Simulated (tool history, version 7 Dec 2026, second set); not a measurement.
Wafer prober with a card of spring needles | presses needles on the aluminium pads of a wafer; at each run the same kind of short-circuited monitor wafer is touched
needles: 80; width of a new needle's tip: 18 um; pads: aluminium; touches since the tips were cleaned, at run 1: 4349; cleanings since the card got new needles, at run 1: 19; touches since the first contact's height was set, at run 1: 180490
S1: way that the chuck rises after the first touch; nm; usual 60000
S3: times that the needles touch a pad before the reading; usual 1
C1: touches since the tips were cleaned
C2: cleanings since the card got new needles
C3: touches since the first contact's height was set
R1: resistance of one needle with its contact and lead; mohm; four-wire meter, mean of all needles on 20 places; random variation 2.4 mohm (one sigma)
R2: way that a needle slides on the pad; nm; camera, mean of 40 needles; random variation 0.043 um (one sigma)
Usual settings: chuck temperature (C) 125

Run 1, hour 0.0: usual settings; C1 4349; C2 19; C3 180490. Result: R1 302 mohm, R2 11850 nm.
At hour 22.8: tips cleaned on abrasive film.
Run 2, hour 56.5: usual settings; C1 7426; C2 20; C3 192895. Result: R1 313 mohm, R2 11880 nm.
At hour 60.6: tips cleaned on abrasive film.
At hour 97.1: tips cleaned on abrasive film.
Run 3, hour 120.1: usual settings; C1 5038; C2 22; C3 206814. Result: R1 309 mohm, R2 11730 nm.
At hour 137.6: tips cleaned on abrasive film.
At hour 174.6: tips cleaned on abrasive film.
At hour 190.5: height of the first contact set anew.
Run 4, hour 191.6: usual settings; C1 3679; C2 24; C3 242. Result: R1 299 mohm, R2 11630 nm.
At hour 213.4: tips cleaned on abrasive film.
Run 5, hour 239.7: usual settings; C1 5771; C2 25; C3 10777. Result: R1 309 mohm, R2 11520 nm.
At hour 253.0: tips cleaned on abrasive film.
Run 6, hour 285.1: usual settings but chuck temperature (C) 41; C1 7061; C2 26; C3 20750. Result: R1 293 mohm, R2 11530 nm.
At hour 291.6: tips cleaned on abrasive film.
At hour 328.4: tips cleaned on abrasive film.
Run 7, hour 342.1: usual settings but S1 65000 nm; C1 3013; C2 28; C3 33228. Result: R1 302 mohm, R2 12550 nm.
At hour 368.8: tips cleaned on abrasive film.
Run 8, hour 397.0: usual settings; C1 6213; C2 29; C3 45283. Result: R1 308 mohm, R2 11460 nm.
At hour 406.8: tips cleaned on abrasive film.
At hour 447.2: tips cleaned on abrasive film.
Run 9, hour 455.6: usual settings; C1 1852; C2 31; C3 58104. Result: R1 301 mohm, R2 11490 nm.
At hour 483.9: tips cleaned on abrasive film.
At hour 520.7: tips cleaned on abrasive film.
Run 10, hour 537.2: usual settings; C1 3630; C2 33; C3 75995. Result: R1 311 mohm, R2 11510 nm.
At hour 557.4: tips cleaned on abrasive film.
At hour 564.9: height of the first contact set anew, once more.
At hour 593.6: tips cleaned on abrasive film.
Run 11, hour 606.8: usual settings; C1 2908; C2 35; C3 9181. Result: R1 297 mohm, R2 12100 nm.
At hour 630.7: tips cleaned on abrasive film.
Run 12, hour 656.0: usual settings; C1 5563; C2 36; C3 19982. Result: R1 310 mohm, R2 12060 nm.
At hour 669.4: tips cleaned on abrasive film.
At hour 712.8: tips cleaned on abrasive film.
Run 13, hour 742.1: usual settings; C1 6457; C2 38; C3 38862. Result: R1 313 mohm, R2 12060 nm.
At hour 750.1: tips cleaned on abrasive film.
At hour 791.0: tips cleaned on abrasive film.
Run 14, hour 802.5: usual settings; C1 2544; C2 40; C3 52094. Result: R1 296 mohm, R2 12010 nm.
At hour 826.9: tips cleaned on abrasive film.
Run 15, hour 840.6: usual settings; C1 3010; C2 41; C3 60439. Result: R1 303 mohm, R2 12010 nm.
At hour 865.6: tips cleaned on abrasive film.
Run 16, hour 897.8: usual settings; C1 7094; C2 42; C3 72993. Result: R1 306 mohm, R2 11910 nm.
At hour 904.4: tips cleaned on abrasive film.
At hour 946.4: tips cleaned on abrasive film.
Run 17, hour 965.2: usual settings but chuck temperature (C) 58; C1 4115; C2 44; C3 87751. Result: R1 293 mohm, R2 11940 nm.
At hour 983.7: tips cleaned on abrasive film.
At hour 1022.3: tips cleaned on abrasive film.
Run 18, hour 1052.6: usual settings but chuck temperature (C) 58; C1 6647; C2 46; C3 106922. Result: R1 298 mohm, R2 11870 nm.
At hour 1063.8: tips cleaned on abrasive film.
At hour 1103.8: tips cleaned on abrasive film.
Run 19, hour 1129.8: usual settings but chuck temperature (C) 93, S3 2; C1 5726; C2 48; C3 123857. Result: R1 296 mohm, R2 11920 nm.
At hour 1140.8: tips cleaned on abrasive film.
At hour 1183.0: tips cleaned on abrasive film.
Run 20, hour 1189.5: usual settings but S1 63000 nm, chuck temperature (C) 93; C1 1444; C2 50; C3 136935. Result: R1 284 mohm, R2 12400 nm.
At hour 1218.9: tips cleaned on abrasive film.
Run 21, hour 1241.1: usual settings but S1 63000 nm, chuck temperature (C) 88; C1 4880; C2 51; C3 148247. Result: R1 296 mohm, R2 12380 nm.
At hour 1256.4: tips cleaned on abrasive film.
At hour 1292.7: tips cleaned on abrasive film.
Run 22, hour 1308.5: usual settings but S1 63000 nm, chuck temperature (C) 88; C1 3473; C2 53; C3 163020. Result: R1 291 mohm, R2 12450 nm.
At hour 1334.7: tips cleaned on abrasive film.
At hour 1370.9: tips cleaned on abrasive film.
Run 23, hour 1382.6: usual settings but S1 63000 nm, chuck temperature (C) 88; C1 2564; C2 55; C3 179255. Result: R1 290 mohm, R2 12260 nm.
At hour 1409.7: tips cleaned on abrasive film.
At hour 1448.9: tips cleaned on abrasive film.
Run 24, hour 1448.9: usual settings but S1 41000 nm, chuck temperature (C) 88; C1 0; C2 57; C3 193784. Result: R1 283 mohm, R2 7920 nm.
At hour 1487.3: tips cleaned on abrasive film.
Run 25, hour 1516.4: usual settings but S1 72000 nm, chuck temperature (C) 57, S3 2; C1 6379; C2 58; C3 208594. Result: R1 276 mohm, R2 14160 nm.
At hour 1525.1: tips cleaned on abrasive film.
At hour 1566.8: tips cleaned on abrasive film.
At hour 1579.4: height of the first contact set anew.
Run 26, hour 1599.3: usual settings but S1 42000 nm, chuck temperature (C) 52; C1 7084; C2 60; C3 4372. Result: R1 330 mohm, R2 8470 nm.
At hour 1605.1: tips cleaned on abrasive film.
At hour 1645.8: tips cleaned on abrasive film.
Run 27, hour 1676.0: usual settings but S1 68000 nm, chuck temperature (C) 88, S3 2; C1 6628; C2 62; C3 21180. Result: R1 287 mohm, R2 13680 nm.
At hour 1683.8: tips cleaned on abrasive film.
At hour 1726.0: tips cleaned on abrasive film.
Run 28, hour 1753.3: usual settings but S3 3; C1 6008; C2 64; C3 38129. Result: R1 291 mohm, R2 12050 nm.
At hour 1764.7: tips cleaned on abrasive film.
Run 29, hour 1793.8: usual settings but S1 57000 nm, chuck temperature (C) 50; C1 6388; C2 65; C3 47009. Result: R1 298 mohm, R2 11430 nm.
At hour 1806.4: tips cleaned on abrasive film.
At hour 1842.3: tips cleaned on abrasive film.
Run 30, hour 1844.3: usual settings but S1 57000 nm, chuck temperature (C) 50, S3 2; C1 430; C2 67; C3 58065. Result: R1 266 mohm, R2 11290 nm.
At hour 1883.1: tips cleaned on abrasive film.
Run 31, hour 1913.8: usual settings but S1 55000 nm, chuck temperature (C) 38, S3 2; C1 6761; C2 68; C3 73329. Result: R1 280 mohm, R2 10970 nm.
At hour 1919.4: tips cleaned on abrasive film.
Run 32, hour 1955.1: usual settings but S1 56000 nm, chuck temperature (C) 41, S3 2; C1 7841; C2 69; C3 82366. Result: R1 285 mohm, R2 11140 nm.

How the hidden state differs across the entries between the runs, from the last listed run before each to the first after it:
Between runs 1 and 2: tips cleaned on abrasive film (hour 22.8)
  debris on the tips, nm: 52.9 -> 67.6; way that the needles fall short of the set height, um: 1.63 -> 1.7; tips' diameter, um: 18.57 -> 18.59
  measured less the result without the state, R1: +25 -> +34 mohm; R2: -330 -> -350 nm
Between runs 2 and 3: tips cleaned on abrasive film (hour 60.6); tips cleaned on abrasive film (hour 97.1)
  debris on the tips, nm: 67.6 -> 55.5; way that the needles fall short of the set height, um: 1.7 -> 1.87; tips' diameter, um: 18.59 -> 18.65
  measured less the result without the state, R1: +34 -> +27 mohm; R2: -350 -> -380 nm
Between runs 3 and 4: tips cleaned on abrasive film (hour 137.6); tips cleaned on abrasive film (hour 174.6); height of the first contact set anew (hour 190.5)
  debris on the tips, nm: 55.5 -> 45.5; way that the needles fall short of the set height, um: 1.87 -> 2.57; tips' diameter, um: 18.65 -> 18.7
  measured less the result without the state, R1: +27 -> +23 mohm; R2: -380 -> -520 nm
Between runs 4 and 5: tips cleaned on abrasive film (hour 213.4)
  debris on the tips, nm: 45.5 -> 59.2; way that the needles fall short of the set height, um: 2.57 -> 2.64; tips' diameter, um: 18.7 -> 18.73
  measured less the result without the state, R1: +23 -> +30 mohm; R2: -520 -> -530 nm
Between runs 5 and 6: tips cleaned on abrasive film (hour 253.0)
  debris on the tips, nm: 59.2 -> 62.5; way that the needles fall short of the set height, um: 2.64 -> 2.71; tips' diameter, um: 18.73 -> 18.75
  measured less the result without the state, R1: +30 -> +37 mohm; R2: -530 -> -540 nm
Between runs 6 and 7: tips cleaned on abrasive film (hour 291.6); tips cleaned on abrasive film (hour 328.4)
  debris on the tips, nm: 62.5 -> 37.9; way that the needles fall short of the set height, um: 2.71 -> 2.87; tips' diameter, um: 18.75 -> 18.81
  measured less the result without the state, R1: +37 -> +18 mohm; R2: -540 -> -570 nm
Between runs 7 and 8: tips cleaned on abrasive film (hour 368.8)
  debris on the tips, nm: 37.9 -> 60.6; way that the needles fall short of the set height, um: 2.87 -> 2.98; tips' diameter, um: 18.81 -> 18.85
  measured less the result without the state, R1: +18 -> +31 mohm; R2: -570 -> -600 nm
Between runs 8 and 9: tips cleaned on abrasive film (hour 406.8); tips cleaned on abrasive film (hour 447.2)
  debris on the tips, nm: 60.6 -> 30.7; way that the needles fall short of the set height, um: 2.98 -> 3.16; tips' diameter, um: 18.85 -> 18.91
  measured less the result without the state, R1: +31 -> +17 mohm; R2: -600 -> -630 nm
Between runs 9 and 10: tips cleaned on abrasive film (hour 483.9); tips cleaned on abrasive film (hour 520.7)
  debris on the tips, nm: 30.7 -> 48.9; way that the needles fall short of the set height, um: 3.16 -> 3.3; tips' diameter, um: 18.91 -> 18.96
  measured less the result without the state, R1: +17 -> +26 mohm; R2: -630 -> -670 nm
Between runs 10 and 11: tips cleaned on abrasive film (hour 557.4); height of the first contact set anew, once more (hour 564.9); tips cleaned on abrasive film (hour 593.6)
  debris on the tips, nm: 48.9 -> 39.9; way that the needles fall short of the set height, um: 3.3 -> 0.07; tips' diameter, um: 18.96 -> 19.01
  measured less the result without the state, R1: +26 -> +19 mohm; R2: -670 -> -20 nm
Between runs 11 and 12: tips cleaned on abrasive film (hour 630.7)
  debris on the tips, nm: 39.9 -> 60; way that the needles fall short of the set height, um: 0.07 -> 0.15; tips' diameter, um: 19.01 -> 19.04
  measured less the result without the state, R1: +19 -> +29 mohm; R2: -20 -> -30 nm
Between runs 12 and 13: tips cleaned on abrasive film (hour 669.4); tips cleaned on abrasive film (hour 712.8)
  debris on the tips, nm: 60 -> 61.9; way that the needles fall short of the set height, um: 0.15 -> 0.32; tips' diameter, um: 19.04 -> 19.1
  measured less the result without the state, R1: +29 -> +31 mohm; R2: -30 -> -70 nm
Between runs 13 and 14: tips cleaned on abrasive film (hour 750.1); tips cleaned on abrasive film (hour 791.0)
  debris on the tips, nm: 61.9 -> 39; way that the needles fall short of the set height, um: 0.32 -> 0.54; tips' diameter, um: 19.1 -> 19.17
  measured less the result without the state, R1: +31 -> +20 mohm; R2: -70 -> -110 nm
Between runs 14 and 15: tips cleaned on abrasive film (hour 826.9)
  debris on the tips, nm: 39 -> 41.9; way that the needles fall short of the set height, um: 0.54 -> 0.6; tips' diameter, um: 19.17 -> 19.19
  measured less the result without the state, R1: +20 -> +21 mohm; R2: -110 -> -130 nm
Between runs 15 and 16: tips cleaned on abrasive film (hour 865.6)
  debris on the tips, nm: 41.9 -> 61.6; way that the needles fall short of the set height, um: 0.6 -> 0.71; tips' diameter, um: 19.19 -> 19.23
  measured less the result without the state, R1: +21 -> +30 mohm; R2: -130 -> -150 nm
Between runs 16 and 17: tips cleaned on abrasive film (hour 904.4); tips cleaned on abrasive film (hour 946.4)
  debris on the tips, nm: 61.6 -> 52.4; way that the needles fall short of the set height, um: 0.71 -> 0.87; tips' diameter, um: 19.23 -> 19.29
  measured less the result without the state, R1: +30 -> +30 mohm; R2: -150 -> -180 nm
Between runs 17 and 18: tips cleaned on abrasive film (hour 983.7); tips cleaned on abrasive film (hour 1022.3)
  debris on the tips, nm: 52.4 -> 60.8; way that the needles fall short of the set height, um: 0.87 -> 1.05; tips' diameter, um: 19.29 -> 19.35
  measured less the result without the state, R1: +30 -> +35 mohm; R2: -180 -> -210 nm
Between runs 18 and 19: tips cleaned on abrasive film (hour 1063.8); tips cleaned on abrasive film (hour 1103.8)
  debris on the tips, nm: 60.8 -> 59.2; way that the needles fall short of the set height, um: 1.05 -> 1.21; tips' diameter, um: 19.35 -> 19.41
  measured less the result without the state, R1: +35 -> +20 mohm; R2: -210 -> -250 nm
Between runs 19 and 20: tips cleaned on abrasive film (hour 1140.8); tips cleaned on abrasive film (hour 1183.0)
  debris on the tips, nm: 59.2 -> 28.3; way that the needles fall short of the set height, um: 1.21 -> 1.35; tips' diameter, um: 19.41 -> 19.46
  measured less the result without the state, R1: +20 -> +15 mohm; R2: -250 -> -270 nm
Between runs 20 and 21: tips cleaned on abrasive film (hour 1218.9)
  debris on the tips, nm: 28.3 -> 55.4; way that the needles fall short of the set height, um: 1.35 -> 1.42; tips' diameter, um: 19.46 -> 19.48
  measured less the result without the state, R1: +15 -> +28 mohm; R2: -270 -> -290 nm
Between runs 21 and 22: tips cleaned on abrasive film (hour 1256.4); tips cleaned on abrasive film (hour 1292.7)
  debris on the tips, nm: 55.4 -> 48.7; way that the needles fall short of the set height, um: 1.42 -> 1.61; tips' diameter, um: 19.48 -> 19.55
  measured less the result without the state, R1: +28 -> +25 mohm; R2: -290 -> -320 nm
Between runs 22 and 23: tips cleaned on abrasive film (hour 1334.7); tips cleaned on abrasive film (hour 1370.9)
  debris on the tips, nm: 48.7 -> 36.8; way that the needles fall short of the set height, um: 1.61 -> 1.78; tips' diameter, um: 19.55 -> 19.61
  measured less the result without the state, R1: +25 -> +20 mohm; R2: -320 -> -350 nm
Between runs 23 and 24: tips cleaned on abrasive film (hour 1409.7); tips cleaned on abrasive film (hour 1448.9)
  debris on the tips, nm: 36.8 -> 6.5; way that the needles fall short of the set height, um: 1.78 -> 1.96; tips' diameter, um: 19.61 -> 19.67
  measured less the result without the state, R1: +20 -> +9 mohm; R2: -350 -> -400 nm
Between runs 24 and 25: tips cleaned on abrasive film (hour 1487.3)
  debris on the tips, nm: 6.5 -> 57.5; way that the needles fall short of the set height, um: 1.96 -> 2.06; tips' diameter, um: 19.67 -> 19.71
  measured less the result without the state, R1: +9 -> +16 mohm; R2: -400 -> -420 nm
Between runs 25 and 26: tips cleaned on abrasive film (hour 1525.1); tips cleaned on abrasive film (hour 1566.8); height of the first contact set anew (hour 1579.4)
  debris on the tips, nm: 57.5 -> 65.9; way that the needles fall short of the set height, um: 2.06 -> 0; tips' diameter, um: 19.71 -> 19.77
  measured less the result without the state, R1: +16 -> +68 mohm; R2: -420 -> +0 nm
Between runs 26 and 27: tips cleaned on abrasive film (hour 1605.1); tips cleaned on abrasive film (hour 1645.8)
  debris on the tips, nm: 65.9 -> 57.6; way that the needles fall short of the set height, um: 0 -> 0.15; tips' diameter, um: 19.77 -> 19.82
  measured less the result without the state, R1: +68 -> +16 mohm; R2: +0 -> -30 nm
Between runs 27 and 28: tips cleaned on abrasive film (hour 1683.8); tips cleaned on abrasive film (hour 1726.0)
  debris on the tips, nm: 57.6 -> 58.5; way that the needles fall short of the set height, um: 0.15 -> 0.31; tips' diameter, um: 19.82 -> 19.87
  measured less the result without the state, R1: +16 -> +11 mohm; R2: -30 -> -60 nm
Between runs 28 and 29: tips cleaned on abrasive film (hour 1764.7)
  debris on the tips, nm: 58.5 -> 63.4; way that the needles fall short of the set height, um: 0.31 -> 0.37; tips' diameter, um: 19.87 -> 19.9
  measured less the result without the state, R1: +11 -> +40 mohm; R2: -60 -> -70 nm
Between runs 29 and 30: tips cleaned on abrasive film (hour 1806.4); tips cleaned on abrasive film (hour 1842.3)
  debris on the tips, nm: 63.4 -> 11.3; way that the needles fall short of the set height, um: 0.37 -> 0.58; tips' diameter, um: 19.9 -> 19.97
  measured less the result without the state, R1: +40 -> +5 mohm; R2: -70 -> -120 nm
Between runs 30 and 31: tips cleaned on abrasive film (hour 1883.1)
  debris on the tips, nm: 11.3 -> 64.9; way that the needles fall short of the set height, um: 0.58 -> 0.67; tips' diameter, um: 19.97 -> 20
  measured less the result without the state, R1: +5 -> +27 mohm; R2: -120 -> -140 nm
Between runs 31 and 32: tips cleaned on abrasive film (hour 1919.4)
  debris on the tips, nm: 64.9 -> 66.4; way that the needles fall short of the set height, um: 0.67 -> 0.77; tips' diameter, um: 20 -> 20.03
  measured less the result without the state, R1: +27 -> +28 mohm; R2: -140 -> -160 nm
